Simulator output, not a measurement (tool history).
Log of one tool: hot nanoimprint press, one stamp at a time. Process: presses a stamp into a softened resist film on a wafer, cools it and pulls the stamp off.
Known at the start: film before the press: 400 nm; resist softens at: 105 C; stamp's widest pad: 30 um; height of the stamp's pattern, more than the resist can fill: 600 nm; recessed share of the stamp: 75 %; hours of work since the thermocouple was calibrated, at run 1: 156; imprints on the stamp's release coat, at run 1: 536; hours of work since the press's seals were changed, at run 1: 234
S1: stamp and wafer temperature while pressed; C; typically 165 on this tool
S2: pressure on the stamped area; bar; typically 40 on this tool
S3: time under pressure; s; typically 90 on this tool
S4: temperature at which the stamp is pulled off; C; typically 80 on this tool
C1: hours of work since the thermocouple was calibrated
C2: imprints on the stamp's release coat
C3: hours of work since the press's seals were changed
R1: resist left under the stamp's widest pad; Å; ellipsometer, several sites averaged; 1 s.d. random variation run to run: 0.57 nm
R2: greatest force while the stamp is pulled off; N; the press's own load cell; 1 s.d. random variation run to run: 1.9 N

run	hour	S1	S2	S3	S4	C1	C2	C3	R1	R2
1	0	165	40	90	80	156	536	234	1663	107
2	8	165	40	45	80	161	569	239	2082	104
3	16.8	165	40	90	66	166	606	244	1667	145
4	24.3	165	40	101	80	170	637	248	1599	103
5	29	165	40	101	80	173	657	251	1594	102
6	35.4	165	40	90	83	177	683	254	1661	96
7	40	165	40	90	83	179	702	257	1665	92
8	44.8	165	40	90	83	182	722	260	1660	93
9	52.5	165	40	90	83	186	755	264	1663	94
10	58.5	175	40	90	80	190	780	268	1175	102
11	64.3	175	40	90	80	193	804	271	1176	104
12	70.9	165	62.3	90	80	197	831	275	1272	104
13	80.3	165	40	90	80	202	870	280	1658	103
14	86.9	165	40	90	80	206	898	284	1652	98
15	93.7	165	40	90	80	210	926	288	1657	100
16	98.1	156	40	47	80	212	945	290	2714	99
17	107.6	154	29.8	178	87	218	984	296	2332	83
18	112.9	156	29.2	90	80	221	1007	299	2636	105
19	122.8	158	41.6	67	76	227	1047	304	2281	111
20	128.2	158	41.6	67	76	230	1070	307	2272	113
21	134.7	160	33.8	90	80	233	1097	311	2172	105
22	143.2	160	33.8	90	80	238	1133	316	2153	104
23	148.3	167	59.1	56	85	241	1154	319	1434	86
24	158.7	167	31.8	47	80	247	1197	325	2139	101
25	165.9	167	31.8	47	80	251	1227	329	2155	105
26	176	167	31.8	47	80	257	1269	335	2146	103
27	182.7	156	33	74	69	261	1297	339	2614	136
28	188	156	33	74	69	264	1319	342	2621	137
29	197.5	165	40	97	84	269	1359	347	1597	90

Difference, measured minus no-hidden-state, one row per run. Run-to-run variation is common to both terms; the gauge's own scatter need not be:
Hidden conditions of the tool in this case: true temperature over the reading, C; pressure that arrives at the usual setting, %; grip of the stamp's worn release coat, % over a new coat's; drift of the gauge itself on residual_nm, %; drift of the gauge itself on pull_off_n, %.
run	R1
1	+0
2	-2
3	-3
4	-3
5	-4
6	-5
7	-5
8	-6
9	-7
10	-5
11	-6
12	-7
13	-10
14	-11
15	-12
16	-20
17	-20
18	-23
19	-21
20	-21
21	-22
22	-24
23	-15
24	-25
25	-27
26	-28
27	-36
28	-37
29	-23
R2: within 1 N of the measured result in every run.
